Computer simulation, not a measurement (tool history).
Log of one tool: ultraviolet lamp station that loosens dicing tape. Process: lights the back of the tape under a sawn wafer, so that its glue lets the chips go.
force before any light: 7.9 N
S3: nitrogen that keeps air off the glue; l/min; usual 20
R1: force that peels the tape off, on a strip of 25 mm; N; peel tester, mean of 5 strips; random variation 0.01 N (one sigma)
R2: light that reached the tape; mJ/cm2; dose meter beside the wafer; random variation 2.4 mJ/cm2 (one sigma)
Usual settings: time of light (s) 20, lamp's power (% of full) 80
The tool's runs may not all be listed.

run 1 hour=0 | time_of_light_(s)=20 lamp's_power_(%_of_full)=80 S3=20 | R1=0.772 R2=209
run 2 hour=73.9 | time_of_light_(s)=20 lamp's_power_(%_of_full)=80 S3=20 | R1=0.806 R2=201
run 3 hour=134.9 | time_of_light_(s)=20 lamp's_power_(%_of_full)=80 S3=9 | R1=1.369 R2=200
run 4 hour=208.2 | time_of_light_(s)=20 lamp's_power_(%_of_full)=80 S3=9 | R1=1.33 R2=197
run 5 hour=254.8 | time_of_light_(s)=20 lamp's_power_(%_of_full)=80 S3=9 | R1=1.472 R2=192
run 6 hour=339.4 | time_of_light_(s)=20 lamp's_power_(%_of_full)=64 S3=20 | R1=1.398 R2=149
run 7 hour=424.1 | time_of_light_(s)=38 lamp's_power_(%_of_full)=80 S3=20 | R1=0.287 R2=352
run 8 hour=463.7 | time_of_light_(s)=38 lamp's_power_(%_of_full)=80 S3=20 | R1=0.287 R2=343
-- hour=512.6 window cleaned of glue's vapour
-- hour=517.9 lamp changed
run 9 hour=517.9 | time_of_light_(s)=38 lamp's_power_(%_of_full)=80 S3=20 | R1=0.222 R2=408
run 10 hour=578.2 | time_of_light_(s)=20 lamp's_power_(%_of_full)=80 S3=20 | R1=0.781 R2=211
run 11 hour=646.5 | time_of_light_(s)=20 lamp's_power_(%_of_full)=80 S3=20 | R1=0.798 R2=206
run 12 hour=705.4 | time_of_light_(s)=20 lamp's_power_(%_of_full)=80 S3=20 | R1=0.853 R2=202
run 13 hour=788.3 | time_of_light_(s)=20 lamp's_power_(%_of_full)=80 S3=20 | R1=0.908 R2=195
run 14 hour=867.6 | time_of_light_(s)=20 lamp's_power_(%_of_full)=85 S3=20 | R1=0.822 R2=203
-- hour=919.6 window cleaned of glue's vapour, once more
run 15 hour=956.6 | time_of_light_(s)=20 lamp's_power_(%_of_full)=85 S3=20 | R1=0.479 R2=274
run 16 hour=1002.7 | time_of_light_(s)=20 lamp's_power_(%_of_full)=80 S3=33 | R1=0.395 R2=255
run 17 hour=1082.3 | time_of_light_(s)=20 lamp's_power_(%_of_full)=80 S3=33 | R1=0.421 R2=250
run 18 hour=1168 | time_of_light_(s)=20 lamp's_power_(%_of_full)=80 S3=33 | R1=0.434 R2=244
run 19 hour=1220.3 | time_of_light_(s)=15 lamp's_power_(%_of_full)=99 S3=8 | R1=1.308 R2=222
run 20 hour=1281.5 | time_of_light_(s)=15 lamp's_power_(%_of_full)=99 S3=8 | R1=1.227 R2=213
run 21 hour=1347 | time_of_light_(s)=27 lamp's_power_(%_of_full)=89 S3=20 | R1=0.294 R2=344
run 22 hour=1393.1 | time_of_light_(s)=16 lamp's_power_(%_of_full)=95 S3=15 | R1=0.884 R2=214
run 23 hour=1461.1 | time_of_light_(s)=16 lamp's_power_(%_of_full)=99 S3=20 | R1=0.719 R2=222
run 24 hour=1504.4 | time_of_light_(s)=18 lamp's_power_(%_of_full)=62 S3=20 | R1=1.397 R2=149
run 25 hour=1553.3 | time_of_light_(s)=15 lamp's_power_(%_of_full)=97 S3=20 | R1=0.885 R2=196
run 26 hour=1617.9 | time_of_light_(s)=20 lamp's_power_(%_of_full)=80 S3=10 | R1=1.186 R2=210
run 27 hour=1676.6 | time_of_light_(s)=10 lamp's_power_(%_of_full)=80 S3=32 | R1=2.048 R2=106
run 28 hour=1739.7 | time_of_light_(s)=31 lamp's_power_(%_of_full)=64 S3=32 | R1=0.41 R2=249
-- hour=1749.9 window cleaned of glue's vapour
run 29 hour=1829.2 | time_of_light_(s)=33 lamp's_power_(%_of_full)=92 S3=32 | R1=0.195 R2=430
run 30 hour=1913 | time_of_light_(s)=33 lamp's_power_(%_of_full)=92 S3=32 | R1=0.19 R2=418
run 31 hour=1998.6 | time_of_light_(s)=33 lamp's_power_(%_of_full)=92 S3=32 | R1=0.202 R2=408
run 32 hour=2088.4 | time_of_light_(s)=20 lamp's_power_(%_of_full)=80 S3=36 | R1=0.583 R2=211
run 33 hour=2154.3 | time_of_light_(s)=20 lamp's_power_(%_of_full)=62 S3=20 | R1=1.293 R2=154
run 34 hour=2200.7 | time_of_light_(s)=35 lamp's_power_(%_of_full)=69 S3=24 | R1=0.336 R2=305
run 35 hour=2266.9 | time_of_light_(s)=35 lamp's_power_(%_of_full)=69 S3=24 | R1=0.355 R2=300

3 ways to go on from here, each from the tool as it stands after run 35. What would each give?
run A hour=2343.4 | time_of_light_(s)=37 lamp's_power_(%_of_full)=77 S3=20 | R1=? R2=?
run B hour=2343.4 | time_of_light_(s)=35 lamp's_power_(%_of_full)=61 S3=28 | R1=? R2=?
run C hour=2343.4 | time_of_light_(s)=19 lamp's_power_(%_of_full)=69 S3=28 | R1=? R2=?

run=A R1=0.293 R2=342
run=B R1=0.422 R2=257
run=C R1=1.118 R2=159
Without the tool's hidden state the same runs would have given:
run=A R1=0.191 R2=489
run=B R1=0.232 R2=367
run=C R1=0.555 R2=227
